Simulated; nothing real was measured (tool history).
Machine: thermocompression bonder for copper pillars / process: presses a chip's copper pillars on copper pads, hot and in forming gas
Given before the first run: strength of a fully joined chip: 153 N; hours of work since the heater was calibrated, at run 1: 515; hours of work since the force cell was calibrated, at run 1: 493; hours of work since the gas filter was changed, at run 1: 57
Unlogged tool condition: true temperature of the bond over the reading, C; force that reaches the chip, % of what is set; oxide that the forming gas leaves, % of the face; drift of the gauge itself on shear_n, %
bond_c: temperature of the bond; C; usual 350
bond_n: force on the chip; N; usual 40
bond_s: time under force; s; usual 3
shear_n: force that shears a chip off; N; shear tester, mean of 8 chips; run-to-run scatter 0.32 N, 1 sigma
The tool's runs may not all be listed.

run     day  bond_c  bond_n  bond_s  hours of work since the heater was calibrated  hours of work since the force cell was calibrated  hours of work since the gas filter was changed  shear_n
  1       0     350      40       3                                            515                                                493                                              57     52.4
  2   0.508     371      40       3                                            522                                                500                                              65     60.3
  3   1.371     349      40       3                                            536                                                514                                              78     51.3
  4   2.317     349      25       3                                            550                                                528                                              93     31.1
  5   2.954     350      40       2                                            560                                                538                                             102     43.7
  6   3.608     350      40       2                                            570                                                548                                             113     43.2
  7   4.058     350      40       2                                            577                                                555                                             120     43.7
  8   4.467     350      40       3                                            584                                                562                                             126     50.9
  9   5.046     350      30       3                                            593                                                570                                             135     37.5
 10     5.9     350      27       3                                            606                                                584                                             148       34
 11   6.408     350      40       3                                            614                                                592                                             156     50.6
 12   7.067     350      40       3                                            624                                                602                                             166       51
 13   7.475     350      40       8                                            630                                                608                                             172     73.4
 14   8.183     350      40       3                                            641                                                619                                             183     50.9
 15   8.721     350      40       3                                            649                                                627                                             191     50.5
 16   9.538     350      40       3                                            662                                                640                                             204     50.4
 17   9.954     378      40       3                                            668                                                646                                             211     61.4
 18  10.821     378      40       3                                            682                                                660                                             224     61.8
 19  11.733     350      40       3                                            696                                                674                                             238     50.3
 20  12.333     350      40       3                                            705                                                683                                             247     50.1
 21  13.117     350      40       3                                            717                                                695                                             259     49.3
     13.842  -- forming gas filter changed
 22   14.05     365      36       3                                            731                                                709                                               3     51.7
 23  14.779     350      48       5                                            743                                                721                                              15     74.2
 24  15.304     353      25       7                                            751                                                729                                              23       46
 25  16.225     375      37       7                                            765                                                743                                              37     77.3
     16.683  -- force cell calibrated
 26  17.167     342      37       9                                            779                                                  7                                              50     73.8
 27   18.05     342      37       9                                            792                                                 21                                              64     73.1
 28  18.496     379      34       3                                            799                                                 28                                              71     58.3
 29  19.354     336      40       3                                            812                                                 41                                              84     49.4
 30  19.825     336      28       3                                            820                                                 49                                              92       34
 31  20.242     340      47       3                                            826                                                 55                                              98     59.4
 32  20.692     340      32       3                                            833                                                 62                                             105       40
 33   21.25     340      32       3                                            842                                                 71                                             113     40.3
 34  21.646     340      32       3                                            848                                                 77                                             120     40.5
 35  22.425     340      32       3                                            860                                                 89                                             132     40.5
 36  23.279     324      56       4                                            873                                                102                                             145     68.2
 37  23.946     369      43       2                                            883                                                112                                             155     56.4
 38  24.633     378      29       2                                            894                                                123                                             166     40.5
 39    25.1     378      29       2                                            901                                                130                                             173     40.4

Branching from run 39: 5 alternative next runs. What would each branch give?
  A  25.638     378      29       6                                            909                                                138                                             181        ?
  B  25.638     350      40       2                                            909                                                138                                             181        ?
  C  25.638     349      40       4                                            909                                                138                                             181        ?
  D  25.638     376      29       2                                            909                                                138                                             181        ?
  E  25.638     325      40       3                                            909                                                138                                             181        ?

run  shear_n
  A     62.8
  B     45.6
  C     59.4
  D       40
  E       44
With the hidden condition removed and each run's random variation left untouched, the same runs would have given:
run  shear_n
  A     63.9
  B     46.3
  C     60.3
  D     40.6
  E     44.5

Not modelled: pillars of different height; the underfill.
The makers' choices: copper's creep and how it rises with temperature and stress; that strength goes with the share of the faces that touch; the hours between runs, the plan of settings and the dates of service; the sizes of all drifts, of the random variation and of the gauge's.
